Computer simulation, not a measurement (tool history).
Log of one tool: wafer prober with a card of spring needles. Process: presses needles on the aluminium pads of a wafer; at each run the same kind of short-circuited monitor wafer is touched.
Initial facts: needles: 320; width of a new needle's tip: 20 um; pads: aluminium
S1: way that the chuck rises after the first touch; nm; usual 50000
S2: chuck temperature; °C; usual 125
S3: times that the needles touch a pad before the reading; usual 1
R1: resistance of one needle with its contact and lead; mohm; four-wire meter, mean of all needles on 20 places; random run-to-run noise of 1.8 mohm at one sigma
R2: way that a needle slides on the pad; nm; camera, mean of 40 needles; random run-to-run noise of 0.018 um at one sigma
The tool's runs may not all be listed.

| run | day | S1 | S2 | S3 | R1 | R2 |
|---|---|---|---|---|---|---|
| 1 | 0.000 | 50000 | 125 | 1 | 231 | 10030 |
| 2 | 0.433 | 50000 | 125 | 1 | 199 | 9980 |
| 3 | 0.788 | 50000 | 79 | 1 | 239 | 9980 |
| 4 | 1.192 | 50000 | 79 | 1 | 217 | 9980 |
| 5 | 1.583 | 40000 | 79 | 1 | 296 | 7940 |
| 6 | 1.854 | 50000 | 125 | 2 | 214 | 9950 |
| 7 | 2.162 | 50000 | 125 | 2 | 233 | 9930 |
| 8 | 2.608 | 50000 | 125 | 2 | 225 | 9910 |
| 9 | 2.854 | 50000 | 125 | 2 | 199 | 9890 |
| 10 | 3.292 | 50000 | 33 | 1 | 245 | 9880 |
| 11 | 3.542 | 50000 | 107 | 1 | 216 | 9860 |
| 12 | 3.854 | 32000 | 125 | 1 | 348 | 6240 |
| 13 | 4.067 | 50000 | 125 | 1 | 206 | 9850 |
| 14 | 4.367 | 50000 | 125 | 1 | 245 | 9850 |
| 15 | 4.667 | 50000 | 125 | 1 | 209 | 9870 |
| 16 | 5.075 | 50000 | 125 | 1 | 255 | 9860 |
| 17 | 5.396 | 50000 | 125 | 1 | 231 | 9790 |
| 18 | 5.696 | 41000 | 41 | 2 | 243 | 8000 |
| 19 | 6.054 | 59000 | 91 | 1 | 214 | 11610 |
| 20 | 6.375 | 59000 | 91 | 1 | 230 | 11590 |
| 21 | 6.642 | 54000 | 69 | 1 | 220 | 10560 |
| 22 | 7.062 | 41000 | 125 | 3 | 208 | 7930 |
| 23 | 7.267 | 46000 | 39 | 3 | 196 | 8950 |
| 24 | 7.625 | 50000 | 39 | 1 | 179 | 10050 |
| 25 | 8.067 | 49000 | 92 | 2 | 221 | 9890 |
| 26 | 8.458 | 58000 | 125 | 2 | 208 | 11690 |
| 27 | 8.862 | 32000 | 25 | 2 | 199 | 6390 |
| 28 | 9.217 | 31000 | 25 | 1 | 335 | 6200 |
| 29 | 9.617 | 42000 | 125 | 1 | 247 | 8390 |
| 30 | 9.846 | 68000 | 125 | 1 | 218 | 13660 |
| 31 | 10.254 | 65000 | 36 | 1 | 196 | 13010 |
| 32 | 10.621 | 66000 | 46 | 2 | 200 | 13230 |
| 33 | 10.833 | 66000 | 46 | 2 | 185 | 13220 |
| 34 | 11.104 | 50000 | 31 | 1 | 244 | 9970 |

Put back what was entered between runs (19 entries, withheld): which listed runs does each sit between, and how does the hidden state differ from the listed run before to the listed run after?
From run 1 to run 2: tips cleaned on abrasive film (day 0.412)
  debris on the tips, nm: 60.7 -> 11.8; way that the needles fall short of the set height, um: 0.33 -> 0.45; tips' diameter, um: 20.12 -> 20.16
  measured result minus the result with no hidden state, R1: +39 -> +8 mohm; R2: -70 -> -90 nm
From run 3 to run 4: tips cleaned on abrasive film (day 1.000)
  debris on the tips, nm: 78 -> 51.6; way that the needles fall short of the set height, um: 0.45 -> 0.58; tips' diameter, um: 20.16 -> 20.2
  measured result minus the result with no hidden state, R1: +55 -> +36 mohm; R2: -90 -> -110 nm
From run 5 to run 6: tips cleaned on abrasive film (day 1.608)
  debris on the tips, nm: 96.9 -> 65.2; way that the needles fall short of the set height, um: 0.58 -> 0.73; tips' diameter, um: 20.2 -> 20.26
  measured result minus the result with no hidden state, R1: +104 -> +26 mohm; R2: -120 -> -150 nm
From run 7 to run 8: tips cleaned on abrasive film (day 2.208)
  debris on the tips, nm: 97.3 -> 85.9; way that the needles fall short of the set height, um: 0.73 -> 0.85; tips' diameter, um: 20.26 -> 20.3
  measured result minus the result with no hidden state, R1: +39 -> +34 mohm; R2: -140 -> -180 nm
From run 8 to run 9: tips cleaned on abrasive film (day 2.817)
  debris on the tips, nm: 85.9 -> 20.8; way that the needles fall short of the set height, um: 0.85 -> 0.99; tips' diameter, um: 20.3 -> 20.35
  measured result minus the result with no hidden state, R1: +34 -> +9 mohm; R2: -180 -> -200 nm
From run 10 to run 11: tips cleaned on abrasive film (day 3.404)
  debris on the tips, nm: 90.5 -> 40.7; way that the needles fall short of the set height, um: 0.99 -> 1.09; tips' diameter, um: 20.35 -> 20.38
  measured result minus the result with no hidden state, R1: +71 -> +29 mohm; R2: -200 -> -220 nm
From run 12 to run 13: tips cleaned on abrasive film (day 4.008)
  debris on the tips, nm: 88.5 -> 20.4; way that the needles fall short of the set height, um: 1.09 -> 1.17; tips' diameter, um: 20.38 -> 20.41
  measured result minus the result with no hidden state, R1: +141 -> +15 mohm; R2: -220 -> -240 nm
From run 14 to run 15: tips cleaned on abrasive film (day 4.608)
  debris on the tips, nm: 77 -> 25.5; way that the needles fall short of the set height, um: 1.17 -> 1.27; tips' diameter, um: 20.41 -> 20.44
  measured result minus the result with no hidden state, R1: +53 -> +18 mohm; R2: -230 -> -250 nm
From run 16 to run 17: tips cleaned on abrasive film (day 5.208)
  debris on the tips, nm: 89.1 -> 55.8; way that the needles fall short of the set height, um: 1.27 -> 1.37; tips' diameter, um: 20.44 -> 20.48
  measured result minus the result with no hidden state, R1: +61 -> +39 mohm; R2: -260 -> -280 nm
From run 18 to run 19: tips cleaned on abrasive film (day 5.825)
  debris on the tips, nm: 90.3 -> 59.4; way that the needles fall short of the set height, um: 1.37 -> 1.52; tips' diameter, um: 20.48 -> 20.53
  measured result minus the result with no hidden state, R1: +63 -> +33 mohm; R2: -270 -> -300 nm
From run 20 to run 21: tips cleaned on abrasive film (day 6.412)
  debris on the tips, nm: 95.4 -> 59.8; way that the needles fall short of the set height, um: 1.52 -> 1.61; tips' diameter, um: 20.53 -> 20.56
  measured result minus the result with no hidden state, R1: +51 -> +40 mohm; R2: -310 -> -330 nm
From run 21 to run 22: tips cleaned on abrasive film (day 7.004)
  debris on the tips, nm: 59.8 -> 22.1; way that the needles fall short of the set height, um: 1.61 -> 1.74; tips' diameter, um: 20.56 -> 20.61
  measured result minus the result with no hidden state, R1: +40 -> +10 mohm; R2: -330 -> -350 nm
From run 23 to run 24: height of the first contact set anew (day 7.442); tips cleaned on abrasive film (day 7.621)
  debris on the tips, nm: 61.2 -> 10.1; way that the needles fall short of the set height, um: 1.74 -> 0.09; tips' diameter, um: 20.61 -> 20.64
  measured result minus the result with no hidden state, R1: +22 -> +8 mohm; R2: -360 -> -20 nm
From run 25 to run 26: tips cleaned on abrasive film (day 8.229)
  debris on the tips, nm: 87.6 -> 62.4; way that the needles fall short of the set height, um: 0.09 -> 0.18; tips' diameter, um: 20.64 -> 20.67
  measured result minus the result with no hidden state, R1: +38 -> +20 mohm; R2: -20 -> -30 nm
From run 26 to run 27: tips cleaned on abrasive film (day 8.842)
  debris on the tips, nm: 62.4 -> 12.8; way that the needles fall short of the set height, um: 0.18 -> 0.29; tips' diameter, um: 20.67 -> 20.71
  measured result minus the result with no hidden state, R1: +20 -> +16 mohm; R2: -30 -> -60 nm
From run 28 to run 29: tips cleaned on abrasive film (day 9.438)
  debris on the tips, nm: 79.4 -> 55.2; way that the needles fall short of the set height, um: 0.29 -> 0.4; tips' diameter, um: 20.71 -> 20.75
  measured result minus the result with no hidden state, R1: +152 -> +51 mohm; R2: -60 -> -80 nm
From run 30 to run 31: tips cleaned on abrasive film (day 10.042)
  debris on the tips, nm: 87.5 -> 57.7; way that the needles fall short of the set height, um: 0.4 -> 0.5; tips' diameter, um: 20.75 -> 20.78
  measured result minus the result with no hidden state, R1: +34 -> +29 mohm; R2: -80 -> -100 nm
From run 32 to run 33: tips cleaned on abrasive film (day 10.662)
  debris on the tips, nm: 96.3 -> 48.6; way that the needles fall short of the set height, um: 0.5 -> 0.6; tips' diameter, um: 20.78 -> 20.82
  measured result minus the result with no hidden state, R1: +28 -> +14 mohm; R2: -100 -> -120 nm
